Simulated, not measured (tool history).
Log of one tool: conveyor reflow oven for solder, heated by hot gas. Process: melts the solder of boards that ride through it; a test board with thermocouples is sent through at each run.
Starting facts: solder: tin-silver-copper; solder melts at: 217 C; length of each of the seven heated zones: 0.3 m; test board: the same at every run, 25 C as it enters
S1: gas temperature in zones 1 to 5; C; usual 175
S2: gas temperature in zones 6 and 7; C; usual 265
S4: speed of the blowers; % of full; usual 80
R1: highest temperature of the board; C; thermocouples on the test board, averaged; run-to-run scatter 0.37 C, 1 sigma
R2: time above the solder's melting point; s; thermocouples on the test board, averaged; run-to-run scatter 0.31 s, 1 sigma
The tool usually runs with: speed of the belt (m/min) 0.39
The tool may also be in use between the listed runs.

{"run": 1, "hour": 0.0, "S1": 175, "S2": 265, "speed of the belt (m/min)": 0.39, "S4": 80, "R1": 254, "R2": 73.6}
{"run": 2, "hour": 47.1, "S1": 175, "S2": 265, "speed of the belt (m/min)": 0.39, "S4": 80, "R1": 253.1, "R2": 72.5}
{"run": 3, "hour": 93.3, "S1": 175, "S2": 265, "speed of the belt (m/min)": 0.39, "S4": 72, "R1": 252.3, "R2": 70.9}
{"run": 4, "hour": 148.1, "S1": 175, "S2": 265, "speed of the belt (m/min)": 0.39, "S4": 72, "R1": 252.1, "R2": 71.2}
{"run": 5, "hour": 184.6, "S1": 175, "S2": 278, "speed of the belt (m/min)": 0.39, "S4": 80, "R1": 265.1, "R2": 80.2}
{"run": 6, "hour": 209.8, "S1": 175, "S2": 278, "speed of the belt (m/min)": 0.39, "S4": 80, "R1": 264.9, "R2": 80.3}
{"run": 7, "hour": 233.2, "S1": 175, "S2": 265, "speed of the belt (m/min)": 0.344, "S4": 80, "R1": 255, "R2": 85.6}
{"run": 8, "hour": 266.2, "S1": 175, "S2": 265, "speed of the belt (m/min)": 0.344, "S4": 80, "R1": 256.1, "R2": 84.8}
{"run": 9, "hour": 294.0, "S1": 175, "S2": 265, "speed of the belt (m/min)": 0.344, "S4": 80, "R1": 255.7, "R2": 85.3}
{"run": 10, "hour": 347.1, "S1": 171, "S2": 265, "speed of the belt (m/min)": 0.344, "S4": 80, "R1": 255.7, "R2": 83.2}
{"run": 11, "hour": 394.6, "S1": 175, "S2": 265, "speed of the belt (m/min)": 0.39, "S4": 80, "R1": 253.1, "R2": 72}
{"run": 12, "hour": 418.5, "S1": 175, "S2": 265, "speed of the belt (m/min)": 0.39, "S4": 80, "R1": 252.6, "R2": 72.4}
{"run": 13, "hour": 463.6, "S1": 164, "S2": 267, "speed of the belt (m/min)": 0.324, "S4": 80, "R1": 257.9, "R2": 87.7}
{"run": 14, "hour": 492.1, "S1": 175, "S2": 268, "speed of the belt (m/min)": 0.438, "S4": 74, "R1": 250.6, "R2": 60.4}
{"run": 15, "hour": 531.5, "S1": 175, "S2": 268, "speed of the belt (m/min)": 0.438, "S4": 74, "R1": 250.6, "R2": 61.4}
{"run": 16, "hour": 556.8, "S1": 175, "S2": 268, "speed of the belt (m/min)": 0.438, "S4": 74, "R1": 250.7, "R2": 60.3}
{"run": 17, "hour": 583.9, "S1": 169, "S2": 270, "speed of the belt (m/min)": 0.425, "S4": 76, "R1": 252.4, "R2": 62.2}
{"run": 18, "hour": 624.4, "S1": 175, "S2": 273, "speed of the belt (m/min)": 0.322, "S4": 80, "R1": 263.1, "R2": 97.5}
{"run": 19, "hour": 669.9, "S1": 175, "S2": 273, "speed of the belt (m/min)": 0.322, "S4": 80, "R1": 263.7, "R2": 97.4}
{"run": 20, "hour": 695.0, "S1": 163, "S2": 262, "speed of the belt (m/min)": 0.322, "S4": 80, "R1": 251.5, "R2": 82.9}
{"hour": 727.0, "done": "flux residue cleaned out of gas plates and filters"}
{"run": 21, "hour": 737.8, "S1": 179, "S2": 265, "speed of the belt (m/min)": 0.392, "S4": 80, "R1": 253.8, "R2": 74.7}
{"run": 22, "hour": 777.8, "S1": 179, "S2": 265, "speed of the belt (m/min)": 0.392, "S4": 80, "R1": 254.1, "R2": 74.5}
{"run": 23, "hour": 812.2, "S1": 171, "S2": 258, "speed of the belt (m/min)": 0.319, "S4": 80, "R1": 250.1, "R2": 87.2}
{"run": 24, "hour": 864.2, "S1": 176, "S2": 255, "speed of the belt (m/min)": 0.342, "S4": 80, "R1": 246.5, "R2": 79.3}

For some of the steps in R1 from one run to the next: how much would appear even if the tool had no hidden state, given the settings, what came in and random variation, and how much remains for the hidden state plus any gauge scatter that the measured result and the result without hidden state don't share?
What the log doesn't record here: heat that the gas passes to the board, % of a clean oven's; belt's true speed, % of the reading; true gas temperature in zones 6 and 7 over the reading, C; drift of the gauge itself on peak_c, C; drift of the gauge itself on liquid_s, %.
Run 4 -> 5: S2 265 -> 278, S4 72 -> 80. R1 +13 C: hidden state -0.2, all else +13.2.
Run 17 -> 18: S1 169 -> 175, S2 270 -> 273, speed of the belt (m/min) 0.425 -> 0.322, S4 76 -> 80. R1 +10.7 C: hidden state +0.5, all else +10.2.
Run 19 -> 20: S1 175 -> 163, S2 273 -> 262. R1 -12.2 C: hidden state -0.2, all else -12.
Run 20 -> 21: S1 163 -> 179, S2 262 -> 265, speed of the belt (m/min) 0.322 -> 0.392, flux residue cleaned out of gas plates and filters. R1 +2.3 C: hidden state +1.7, all else +0.6.

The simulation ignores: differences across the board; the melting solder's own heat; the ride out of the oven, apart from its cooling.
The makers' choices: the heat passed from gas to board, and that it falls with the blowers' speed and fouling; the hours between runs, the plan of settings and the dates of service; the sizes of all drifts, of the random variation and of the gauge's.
